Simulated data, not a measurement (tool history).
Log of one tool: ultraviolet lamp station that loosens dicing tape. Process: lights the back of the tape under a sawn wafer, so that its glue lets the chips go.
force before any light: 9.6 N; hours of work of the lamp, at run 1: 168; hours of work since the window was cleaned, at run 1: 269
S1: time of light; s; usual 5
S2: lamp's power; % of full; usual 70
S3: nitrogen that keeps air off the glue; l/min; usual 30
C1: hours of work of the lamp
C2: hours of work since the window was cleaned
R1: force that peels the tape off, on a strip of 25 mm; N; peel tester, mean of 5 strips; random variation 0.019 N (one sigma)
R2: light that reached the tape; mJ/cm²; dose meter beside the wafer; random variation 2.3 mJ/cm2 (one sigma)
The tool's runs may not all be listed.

run	hour	S1	S2	S3	C1	C2	R1	R2
1	0.0	5	70	30	168	269	1.120	211
2	27.4	5	70	30	184	286	1.099	212
3	54.2	5	70	38	200	301	0.953	214
4	104.9	5	70	47	230	331	0.828	210
# hour 122.9: window cleaned of glue's vapour
5	169.3	5	70	47	267	27	0.763	220
6	195.1	5	70	47	283	43	0.785	216
7	250.5	5	70	47	315	75	0.822	212
8	299.2	5	70	47	344	104	0.824	209
9	359.8	5	70	47	380	140	0.857	206
10	400.3	5	70	47	404	164	0.842	207
11	434.0	5	70	30	424	183	1.158	204
12	495.4	5	70	30	460	220	1.201	203
13	523.0	5	70	30	476	236	1.255	200
14	573.2	7	70	30	506	266	0.642	280
15	631.2	7	70	30	540	300	0.661	275
16	674.9	5	70	18	566	326	1.788	192
# hour 706.9: window cleaned of glue's vapour
17	713.8	3	70	18	588	4	3.389	122
18	777.0	5	70	30	626	41	1.225	197
19	806.3	5	70	30	643	59	1.257	197
20	840.3	5	74	45	663	79	0.914	206
21	878.6	5	70	9	685	101	2.795	195
22	942.9	5	70	9	723	139	2.710	189
23	984.8	3	66	16	748	164	3.933	108
24	1022.4	8	70	58	770	186	0.362	303
25	1058.0	8	64	30	791	207	0.676	272
26	1107.9	6	91	23	821	236	0.710	284
27	1147.3	3	70	17	844	260	3.669	109
28	1178.9	3	70	10	863	278	4.598	109
29	1237.2	3	70	10	897	313	4.521	108
# hour 1292.6: window cleaned of glue's vapour
30	1300.3	6	70	30	934	5	0.978	225
31	1327.1	6	70	30	950	20	1.001	223
32	1361.9	5	74	10	970	41	2.557	196
33	1401.7	3	78	30	994	64	2.631	120
34	1436.0	3	78	30	1014	85	2.730	118
35	1485.6	3	86	30	1043	114	2.421	131
36	1524.9	5	70	30	1066	137	1.483	178
37	1558.2	7	97	34	1086	157	0.377	343

3 ways to go on from here, each from the tool as it stands after run 37. What would each give?
A	1609.7	5	79	32	1116	187	?	?
B	1609.7	8	97	27	1116	187	?	?
C	1609.7	5	70	37	1116	187	?	?

run	R1	R2
A	1.222	201
B	0.346	386
C	1.379	170
Without the tool's hidden state the same runs would have given:
run	R1	R2
A	0.669	269
B	0.225	520
C	0.771	230
